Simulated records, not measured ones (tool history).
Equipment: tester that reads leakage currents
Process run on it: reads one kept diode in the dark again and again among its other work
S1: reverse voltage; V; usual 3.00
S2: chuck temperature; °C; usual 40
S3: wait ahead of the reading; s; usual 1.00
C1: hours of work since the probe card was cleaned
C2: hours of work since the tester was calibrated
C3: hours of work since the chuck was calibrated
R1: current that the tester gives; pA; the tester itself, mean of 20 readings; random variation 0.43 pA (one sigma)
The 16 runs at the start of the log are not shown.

run,hour,S1,S2,S3,C1,C2,C3,R1
# hour 1478.2: tester calibrated
# hour 1585.8: chuck's temperature calibrated
17,1587.5,3.00,36,1.00,871,61,1,108.50
18,1697.4,12.74,40,1.00,934,124,64,260.02
19,1767.6,12.74,40,0.46,974,164,104,260.09
20,1888.7,6.43,40,0.46,1043,233,173,194.83
21,1990.2,6.43,36,4.39,1101,291,231,148.78
22,2075.9,3.00,38,1.00,1150,340,280,124.32
23,2181.2,7.64,21,2.19,1210,400,340,59.42
24,2262.5,7.64,49,2.19,1256,447,386,372.14
25,2323.7,7.64,49,2.19,1291,482,421,370.33
# hour 2340.9: tester calibrated, once more
26,2463.1,7.64,49,2.19,1370,70,500,381.50
27,2553.2,1.86,27,0.37,1421,121,551,48.67
28,2695.7,1.42,27,4.94,1503,203,633,43.13
29,2785.4,1.42,27,4.94,1554,254,684,43.14
30,2857.4,1.42,55,7.90,1595,295,725,279.45
31,2992.6,1.26,47,0.36,1672,372,802,159.80
32,3099.7,3.00,40,2.38,1733,433,863,143.60
33,3200.1,1.90,59,7.87,1791,491,921,394.86
34,3316.9,1.52,48,1.00,1857,557,988,181.92
35,3411.6,9.28,40,0.37,1912,612,1042,234.02
36,3545.3,9.28,40,0.37,1988,688,1118,234.25
37,3606.3,3.00,51,1.00,2023,723,1153,289.87
38,3718.3,3.00,43,0.44,2087,787,1217,173.49

Forecast each of these 4 alternatives for the next run:
A,3827.8,3.00,32,2.42,2149,849,1279,?
B,3827.8,3.00,36,1.00,2149,849,1279,?
C,3827.8,2.82,43,0.44,2149,849,1279,?
D,3827.8,3.00,37,0.32,2149,849,1279,?

run,R1
A,83.37
B,108.92
C,169.24
D,117.11
With the hidden condition removed and each run's random variation left untouched, the same runs would have given:
run,R1
A,81.36
B,108.34
C,172.32
D,116.95

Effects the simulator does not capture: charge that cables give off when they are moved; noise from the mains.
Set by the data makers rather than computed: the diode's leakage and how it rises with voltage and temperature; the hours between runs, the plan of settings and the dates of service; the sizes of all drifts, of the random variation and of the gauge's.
